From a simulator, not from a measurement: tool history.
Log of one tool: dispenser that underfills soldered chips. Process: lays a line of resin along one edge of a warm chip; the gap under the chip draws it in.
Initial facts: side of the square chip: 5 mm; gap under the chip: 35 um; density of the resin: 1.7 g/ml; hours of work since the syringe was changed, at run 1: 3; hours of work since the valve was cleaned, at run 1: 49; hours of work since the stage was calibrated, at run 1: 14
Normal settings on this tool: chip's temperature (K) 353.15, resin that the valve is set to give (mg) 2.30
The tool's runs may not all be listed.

| run | hour | chip's temperature (K) | resin that the valve is set to give (mg) | hours of work since the syringe was changed | hours of work since the valve was cleaned | hours of work since the stage was calibrated | time until the resin shows at the far edge (s) | resin that the valve gave (mg) |
|---|---|---|---|---|---|---|---|---|
| 1 | 0.0 | 353.15 | 2.30 | 3 | 49 | 14 | 60.1 | 2.20 |
| 2 | 5.0 | 353.15 | 2.30 | 6 | 52 | 17 | 73.2 | 2.17 |
|  | 5.8 | new syringe of resin |
| 3 | 10.1 | 353.15 | 2.05 | 3 | 55 | 20 | 63.0 | 1.92 |
| 4 | 13.7 | 353.15 | 2.33 | 5 | 57 | 22 | 70.0 | 2.20 |
|  | 15.6 | new syringe of resin |
| 5 | 17.2 | 353.15 | 2.83 | 1 | 59 | 24 | 54.3 | 2.65 |
| 6 | 21.3 | 353.15 | 2.83 | 3 | 62 | 27 | 61.9 | 2.64 |
| 7 | 24.7 | 353.15 | 2.83 | 6 | 64 | 29 | 70.9 | 2.65 |
|  | 25.5 | new syringe of resin |
| 8 | 28.6 | 357.15 | 2.30 | 2 | 66 | 31 | 51.4 | 2.15 |
| 9 | 34.0 | 342.15 | 2.30 | 5 | 69 | 34 | 110.0 | 2.14 |
|  | 35.2 | new syringe of resin |
| 10 | 38.5 | 342.15 | 2.30 | 2 | 72 | 37 | 92.7 | 2.13 |
| 11 | 42.0 | 353.15 | 2.11 | 4 | 74 | 39 | 70.1 | 1.96 |
|  | 45.2 | new syringe of resin |
| 12 | 46.5 | 339.15 | 2.11 | 1 | 77 | 41 | 101.7 | 1.95 |
| 13 | 52.1 | 339.15 | 2.11 | 4 | 80 | 45 | 122.8 | 1.94 |
|  | 55.4 | new syringe of resin |
| 14 | 58.4 | 341.15 | 2.11 | 2 | 84 | 48 | 98.7 | 1.94 |
|  | 65.1 | new syringe of resin |
| 15 | 65.1 | 353.15 | 2.71 | 0 | 88 | 52 | 53.2 | 2.46 |
| 16 | 69.1 | 353.15 | 2.71 | 2 | 90 | 55 | 60.8 | 2.46 |
| 17 | 73.3 | 353.15 | 2.71 | 5 | 92 | 57 | 71.4 | 2.43 |
|  | 75.0 | new syringe of resin |
| 18 | 80.4 | 353.15 | 2.71 | 3 | 97 | 61 | 64.8 | 2.46 |
| 19 | 83.8 | 346.15 | 2.36 | 5 | 99 | 63 | 96.2 | 2.11 |
|  | 85.1 | new syringe of resin |
| 20 | 87.6 | 352.15 | 2.80 | 1 | 101 | 66 | 61.1 | 2.53 |
| 21 | 91.9 | 360.15 | 2.20 | 4 | 103 | 68 | 53.8 | 1.99 |
|  | 95.4 | new syringe of resin |
| 22 | 98.3 | 360.15 | 2.20 | 2 | 107 | 72 | 46.7 | 1.97 |
|  | 105.2 | new syringe of resin |
| 23 | 106.1 | 360.15 | 2.20 | 1 | 112 | 76 | 43.5 | 1.95 |
| 24 | 111.0 | 360.15 | 2.20 | 4 | 115 | 79 | 50.9 | 1.95 |
|  | 115.3 | new syringe of resin |
|  | 119.2 | dispensing valve cleaned and set on the balance |
| 25 | 119.2 | 360.15 | 2.20 | 2 | 0 | 84 | 46.2 | 2.19 |
| 26 | 124.5 | 358.15 | 2.56 | 5 | 3 | 87 | 58.6 | 2.56 |
|  | 126.5 | new syringe of resin |
| 27 | 128.3 | 358.15 | 2.56 | 1 | 5 | 89 | 47.8 | 2.54 |
| 28 | 132.0 | 352.15 | 2.02 | 3 | 8 | 91 | 68.4 | 2.01 |
|  | 136.5 | new syringe of resin |
| 29 | 137.6 | 345.15 | 2.77 | 1 | 11 | 94 | 75.5 | 2.73 |
| 30 | 142.0 | 345.15 | 2.77 | 3 | 14 | 97 | 88.4 | 2.72 |
| 31 | 145.3 | 367.15 | 2.20 | 5 | 16 | 99 | 44.3 | 2.17 |
|  | 146.3 | new syringe of resin |
| 32 | 152.8 | 367.15 | 2.20 | 4 | 20 | 103 | 40.0 | 2.15 |
|  | 156.4 | new syringe of resin |
| 33 | 159.8 | 365.15 | 2.96 | 2 | 24 | 108 | 38.4 | 2.88 |
|  | 166.2 | new syringe of resin |
| 34 | 166.8 | 365.15 | 2.35 | 0 | 28 | 112 | 37.2 | 2.26 |
| 35 | 172.8 | 346.15 | 2.43 | 4 | 32 | 115 | 91.2 | 2.37 |

Below are 4 alternative next runs, each starting from the tool's condition after run 35. Predict each:
|  | 176.4 | new syringe of resin |
| A | 179.9 | 358.15 | 2.67 | 2 | 36 | 119 | ? | ? |
|  | 176.4 | new syringe of resin |
| B | 179.9 | 358.15 | 2.70 | 2 | 36 | 119 | ? | ? |
|  | 176.4 | new syringe of resin |
| C | 179.9 | 346.15 | 2.30 | 2 | 36 | 119 | ? | ? |
|  | 176.4 | new syringe of resin |
| D | 179.9 | 363.15 | 2.30 | 2 | 36 | 119 | ? | ? |

| run | time until the resin shows at the far edge (s) | resin that the valve gave (mg) |
|---|---|---|
| A | 48.8 | 2.58 |
| B | 49.2 | 2.61 |
| C | 81.6 | 2.20 |
| D | 41.6 | 2.21 |
Had the tool no hidden state, the same runs would have come out as:
| run | time until the resin shows at the far edge (s) | resin that the valve gave (mg) |
|---|---|---|
| A | 42.0 | 2.68 |
| B | 42.3 | 2.70 |
| C | 69.8 | 2.28 |
| D | 35.8 | 2.29 |
